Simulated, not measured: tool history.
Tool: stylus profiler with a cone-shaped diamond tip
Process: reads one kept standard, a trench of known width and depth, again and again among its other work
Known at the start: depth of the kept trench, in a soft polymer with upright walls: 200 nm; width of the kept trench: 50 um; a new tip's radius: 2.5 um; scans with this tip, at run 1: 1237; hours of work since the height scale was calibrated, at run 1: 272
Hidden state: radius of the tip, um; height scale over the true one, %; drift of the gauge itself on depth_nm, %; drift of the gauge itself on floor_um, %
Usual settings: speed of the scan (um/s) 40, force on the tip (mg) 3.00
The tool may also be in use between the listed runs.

run,hour,speed of the scan (um/s),force on the tip (mg),scans with this tip,hours of work since the height scale was calibrated,depth of the trench (angstrom),width of the trench's floor (um)
1,0.0,40,3.00,1237,272,2021.3,47.90
2,19.2,40,3.00,1293,284,2020.4,47.87
3,39.6,30,3.00,1353,297,2023.2,47.91
4,57.5,40,3.00,1405,309,2023.0,47.89
5,74.2,40,3.00,1454,320,2023.1,47.88
6,88.1,40,3.00,1495,329,2023.2,47.90
7,108.1,21,3.00,1554,342,2022.0,47.96
8,126.5,40,3.00,1608,353,2022.6,47.91
9,142.5,40,3.00,1655,364,2023.9,47.90
10,157.7,40,3.00,1699,374,2023.0,47.87
11,170.6,40,3.00,1737,382,2020.4,47.80
12,181.7,40,3.00,1770,389,2022.1,47.88
13,203.1,40,3.00,1833,403,2021.5,47.89
14,212.8,40,3.00,1861,409,2023.7,47.86
15,232.2,40,3.00,1918,422,2022.0,47.88
16,249.7,40,3.00,1969,433,2022.9,47.85
17,264.1,40,3.00,2012,442,2023.7,47.91
18,275.0,70,3.00,2044,449,2024.0,47.79
19,295.1,70,3.00,2103,462,2022.3,47.79
20,315.3,89,2.10,2162,475,2019.0,47.65
21,328.8,31,6.81,2201,484,2040.0,47.96
22,343.7,26,4.33,2245,494,2029.8,47.93
23,355.1,26,4.33,2278,501,2029.6,47.89
24,371.4,73,3.55,2326,511,2023.9,47.77
25,390.2,12,1.34,2382,524,2012.7,47.98
26,400.5,12,1.34,2412,530,2015.1,48.00
27,411.1,12,1.34,2443,537,2013.8,47.92
28,431.1,47,1.26,2501,550,2012.8,47.74
29,447.0,27,1.06,2548,560,2010.9,47.84
30,463.1,27,1.06,2595,571,2011.8,47.87
31,482.4,27,1.06,2652,583,2011.7,47.88
32,501.6,28,1.06,2708,595,2011.8,47.81
33,513.9,90,4.68,2745,603,2030.9,47.77
34,533.5,26,1.04,2802,616,2010.6,47.90
35,546.5,26,4.20,2840,624,2027.7,48.01
36,561.2,19,3.00,2883,634,2021.7,47.95
37,580.7,19,3.00,2941,646,2024.0,47.93

4 ways to go on from here, each from the tool as it stands after run 37. What would each give?
A,598.1,13,3.44,2992,658,?,?
B,598.1,40,6.43,2992,658,?,?
C,598.1,46,3.00,2992,658,?,?
D,598.1,57,1.59,2992,658,?,?

run,depth of the trench (angstrom),width of the trench's floor (um)
A,2025.3,47.94
B,2037.7,47.94
C,2022.7,47.83
D,2015.2,47.78
Without the tool's hidden state the same runs would have given:
run,depth of the trench (angstrom),width of the trench's floor (um)
A,2025.2,47.94
B,2037.5,47.94
C,2022.5,47.84
D,2015.0,47.79
